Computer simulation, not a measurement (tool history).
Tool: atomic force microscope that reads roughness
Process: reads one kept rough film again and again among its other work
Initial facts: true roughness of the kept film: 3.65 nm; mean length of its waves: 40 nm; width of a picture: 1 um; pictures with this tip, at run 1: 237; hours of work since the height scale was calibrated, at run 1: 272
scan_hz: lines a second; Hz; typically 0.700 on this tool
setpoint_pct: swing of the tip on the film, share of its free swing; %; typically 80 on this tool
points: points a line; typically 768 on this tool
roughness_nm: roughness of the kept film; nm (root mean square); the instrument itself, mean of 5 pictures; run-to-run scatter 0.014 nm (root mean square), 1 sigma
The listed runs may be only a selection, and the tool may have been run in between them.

run,day,scan_hz,setpoint_pct,points,pictures with this tip,hours of work since the height scale was calibrated,roughness_nm
1,0.000,0.700,80,768,237,272,2.671
2,0.333,0.700,77,768,248,277,2.665
3,0.800,2.913,80,768,265,284,2.456
4,1.408,1.592,80,768,287,293,2.509
5,1.854,1.592,80,768,303,299,2.512
6,2.312,1.592,80,768,320,306,2.504
7,2.796,1.592,80,768,337,313,2.457
8,3.338,1.592,80,768,356,321,2.403
9,3.954,1.592,80,768,379,331,2.402
# day 4.342: new tip fitted
10,4.429,1.592,80,768,3,337,3.148
# day 4.504: height scale calibrated on a step standard
11,4.779,1.361,59,632,14,4,3.248
12,5.262,1.361,59,632,31,11,3.217
# day 5.542: height scale calibrated on a step standard, once more
13,5.683,0.820,80,458,45,2,3.145
14,6.117,3.711,77,367,60,8,2.894
15,6.758,3.711,77,367,83,18,2.844
16,7.183,1.588,77,638,99,24,2.962
17,7.579,1.588,77,638,113,30,2.918
18,8.000,1.168,77,638,128,36,2.932
19,8.312,0.933,83,768,139,41,2.897

Alternative continuations, all from the tool just after run 19; predict every row:
A,8.579,0.591,73,522,149,45,?
B,8.579,0.845,76,572,149,45,?
C,8.579,1.288,63,470,149,45,?
D,8.579,1.837,55,510,149,45,?

run,roughness_nm
A,2.929
B,2.906
C,2.897
D,2.932
Had the tool no hidden state, the same runs would have come out as:
run,roughness_nm
A,3.298
B,3.273
C,3.262
D,3.302

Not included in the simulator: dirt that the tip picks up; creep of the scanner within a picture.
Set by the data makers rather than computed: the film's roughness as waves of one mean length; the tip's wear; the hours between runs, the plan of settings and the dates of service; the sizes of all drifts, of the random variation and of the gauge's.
